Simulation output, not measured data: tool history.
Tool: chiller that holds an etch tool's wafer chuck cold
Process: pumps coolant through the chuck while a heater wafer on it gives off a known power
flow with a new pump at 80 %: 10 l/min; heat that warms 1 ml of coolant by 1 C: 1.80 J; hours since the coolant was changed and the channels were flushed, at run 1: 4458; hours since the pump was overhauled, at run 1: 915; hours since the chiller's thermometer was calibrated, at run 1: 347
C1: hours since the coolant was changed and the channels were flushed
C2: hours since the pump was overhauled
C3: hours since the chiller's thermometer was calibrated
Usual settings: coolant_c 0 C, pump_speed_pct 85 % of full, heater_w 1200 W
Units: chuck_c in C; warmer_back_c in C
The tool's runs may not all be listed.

Run 1, hour 0.0: usual settings; C1 4458; C2 915; C3 347. Result: chuck_c 9.4 C, warmer_back_c 3.84 C.
Run 2, hour 35.1: usual settings but pump_speed_pct 89 % of full; C1 4493; C2 950; C3 382. Result: chuck_c 9.1 C, warmer_back_c 3.67 C.
Run 3, hour 73.2: usual settings but pump_speed_pct 89 % of full; C1 4531; C2 988; C3 420. Result: chuck_c 9.0 C, warmer_back_c 3.64 C.
Run 4, hour 98.6: usual settings but pump_speed_pct 89 % of full; C1 4557; C2 1013; C3 446. Result: chuck_c 9.1 C, warmer_back_c 3.70 C.
Run 5, hour 121.5: usual settings; C1 4580; C2 1036; C3 468. Result: chuck_c 9.5 C, warmer_back_c 3.83 C.
Run 6, hour 144.6: usual settings but pump_speed_pct 97 % of full; C1 4603; C2 1059; C3 492. Result: chuck_c 8.5 C, warmer_back_c 3.42 C.

Forecast run 7:
Run 7, hour 160.0: usual settings but pump_speed_pct 97 % of full; C1 4618; C2 1075; C3 507. Result: chuck_c ?, warmer_back_c ?.

Run 7 gave chuck_c 8.4 C, warmer_back_c 3.43 C.
Without the tool's hidden state the same run would have given chuck_c 7.5 C, warmer_back_c 3.36 C.

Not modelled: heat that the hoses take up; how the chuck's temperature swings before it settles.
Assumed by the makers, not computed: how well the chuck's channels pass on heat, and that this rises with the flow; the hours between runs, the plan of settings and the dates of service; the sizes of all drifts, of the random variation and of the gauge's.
